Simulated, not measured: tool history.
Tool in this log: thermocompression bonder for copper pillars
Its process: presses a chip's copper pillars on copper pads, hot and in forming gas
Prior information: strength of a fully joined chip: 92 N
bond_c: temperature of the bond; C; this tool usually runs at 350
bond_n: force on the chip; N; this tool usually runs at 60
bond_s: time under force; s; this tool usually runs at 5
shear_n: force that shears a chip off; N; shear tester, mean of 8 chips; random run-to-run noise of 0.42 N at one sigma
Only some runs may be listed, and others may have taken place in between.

run	day	bond_c	bond_n	bond_s	shear_n
1	0	350	60	5	60.5
2	0.958	350	60	5	60.1
3	1.458	350	60	3	52.3
4	2.204	350	60	3	51.7
5	3.021	350	60	3	51.6
6	3.492	350	60	3	51.8
7	4.238	350	60	3	51.4
8	5.088	350	60	3	51.6
9	5.621	350	60	3	51.6
10	6.092	350	60	3	51.3
11	7.008	350	60	5	59.1

Run 12 comes next. What will it give?
12	7.892	350	60	5	?

{"run 12": {"shear_n": 59}}
On a tool with no hidden condition, and with the same random variation, this run would have come out at shear_n 64.2 N.
